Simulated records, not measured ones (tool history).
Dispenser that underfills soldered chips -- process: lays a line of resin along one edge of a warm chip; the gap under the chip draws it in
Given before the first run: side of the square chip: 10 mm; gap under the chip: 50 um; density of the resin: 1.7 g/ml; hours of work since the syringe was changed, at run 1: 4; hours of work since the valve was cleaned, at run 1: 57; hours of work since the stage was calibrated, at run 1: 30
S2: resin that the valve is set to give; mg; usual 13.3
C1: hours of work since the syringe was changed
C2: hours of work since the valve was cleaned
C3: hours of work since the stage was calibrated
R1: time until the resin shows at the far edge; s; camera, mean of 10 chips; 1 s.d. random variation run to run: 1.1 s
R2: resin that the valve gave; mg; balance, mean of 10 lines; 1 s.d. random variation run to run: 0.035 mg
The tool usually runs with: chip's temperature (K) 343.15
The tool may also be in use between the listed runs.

Run 1, hour 0.0: usual settings; C1 4; C2 57; C3 30. Result: R1 120.4 s, R2 12.76 mg.
Run 2, hour 5.6: usual settings; C1 7; C2 61; C3 34. Result: R1 138.7 s, R2 12.79 mg.
At hour 10.4: new syringe of resin.
Run 3, hour 13.4: usual settings; C1 2; C2 67; C3 39. Result: R1 112.4 s, R2 12.74 mg.
Run 4, hour 19.6: usual settings but chip's temperature (K) 340.15; C1 7; C2 71; C3 44. Result: R1 152.7 s, R2 12.61 mg.
At hour 25.7: new syringe of resin.
Run 5, hour 27.8: usual settings but chip's temperature (K) 345.15; C1 1; C2 77; C3 49. Result: R1 101.2 s, R2 12.61 mg.
Run 6, hour 36.5: usual settings but chip's temperature (K) 345.15; C1 8; C2 83; C3 55. Result: R1 128.9 s, R2 12.56 mg.
At hour 41.2: new syringe of resin.
Run 7, hour 42.6: usual settings but chip's temperature (K) 345.15; C1 1; C2 87; C3 60. Result: R1 97.4 s, R2 12.49 mg.
Run 8, hour 47.1: usual settings but S2 14.8 mg; C1 4; C2 90; C3 63. Result: R1 121.8 s, R2 13.88 mg.
Run 9, hour 54.6: usual settings but S2 14.8 mg; C1 9; C2 95; C3 68. Result: R1 146.2 s, R2 13.89 mg.
At hour 56.4: new syringe of resin.
Run 10, hour 58.7: usual settings but S2 14.8 mg; C1 2; C2 98; C3 71. Result: R1 107.8 s, R2 13.83 mg.
At hour 67.2: dispensing valve cleaned and set on the balance.
Run 11, hour 67.4: usual settings but S2 14.8 mg; C1 7; C2 0; C3 76. Result: R1 134.3 s, R2 14.76 mg.
Run 12, hour 71.2: usual settings but S2 14.8 mg; C1 10; C2 3; C3 79. Result: R1 146.9 s, R2 14.74 mg.
At hour 72.8: new syringe of resin.
Run 13, hour 79.4: usual settings but S2 15.3 mg; C1 5; C2 8; C3 84. Result: R1 121.9 s, R2 15.15 mg.
Run 14, hour 84.4: usual settings but chip's temperature (K) 331.15, S2 15.3 mg; C1 8; C2 12; C3 88. Result: R1 234.6 s, R2 15.10 mg.
At hour 88.2: new syringe of resin.
Run 15, hour 91.6: usual settings but S2 13.6 mg; C1 2; C2 17; C3 93. Result: R1 111.1 s, R2 13.45 mg.
Run 16, hour 96.3: usual settings; C1 6; C2 20; C3 96. Result: R1 127.7 s, R2 13.12 mg.
Run 17, hour 101.2: usual settings; C1 9; C2 24; C3 100. Result: R1 143.8 s, R2 13.10 mg.
At hour 103.6: new syringe of resin.
Run 18, hour 108.1: usual settings; C1 3; C2 28; C3 104. Result: R1 114.8 s, R2 13.05 mg.
Run 19, hour 111.9: usual settings but chip's temperature (K) 337.15; C1 6; C2 31; C3 107. Result: R1 166.8 s, R2 13.03 mg.
Run 20, hour 117.0: usual settings but chip's temperature (K) 337.15; C1 9; C2 35; C3 111. Result: R1 188.7 s, R2 13.06 mg.
At hour 119.2: new syringe of resin.
Run 21, hour 124.5: usual settings but chip's temperature (K) 340.15, S2 13.0 mg; C1 4; C2 40; C3 116. Result: R1 132.8 s, R2 12.73 mg.
Run 22, hour 130.0: usual settings but chip's temperature (K) 340.15, S2 13.0 mg; C1 8; C2 44; C3 120. Result: R1 153.6 s, R2 12.59 mg.
At hour 134.6: new syringe of resin.
Run 23, hour 138.7: usual settings but chip's temperature (K) 339.15, S2 17.3 mg; C1 3; C2 49; C3 126. Result: R1 130.6 s, R2 16.74 mg.
Run 24, hour 147.4: usual settings but chip's temperature (K) 336.15, S2 16.4 mg; C1 9; C2 56; C3 132. Result: R1 190.1 s, R2 15.85 mg.
At hour 149.9: new syringe of resin.
Run 25, hour 153.4: usual settings but chip's temperature (K) 346.15, S2 14.3 mg; C1 2; C2 60; C3 136. Result: R1 95.5 s, R2 13.75 mg.
Run 26, hour 162.1: usual settings but S2 16.4 mg; C1 9; C2 66; C3 142. Result: R1 135.0 s, R2 15.71 mg.
At hour 165.1: new syringe of resin.
Run 27, hour 169.2: usual settings but chip's temperature (K) 348.15, S2 17.2 mg; C1 3; C2 71; C3 147. Result: R1 89.0 s, R2 16.36 mg.
Run 28, hour 176.5: usual settings but chip's temperature (K) 358.15, S2 14.7 mg; C1 8; C2 76; C3 152. Result: R1 74.5 s, R2 13.97 mg.

Estimate the outcome of run 29 from the log above:
At hour 180.7: new syringe of resin.
Run 29, hour 181.7: usual settings but chip's temperature (K) 336.15, S2 16.9 mg; C1 1; C2 79; C3 155. Result: R1 ?, R2 ?.

Run 29 produced R1 137.2 s, R2 16.00 mg.
Were there no unlogged condition in the tool, this run, its random variation unchanged, would have produced R1 137.5 s, R2 16.85 mg.
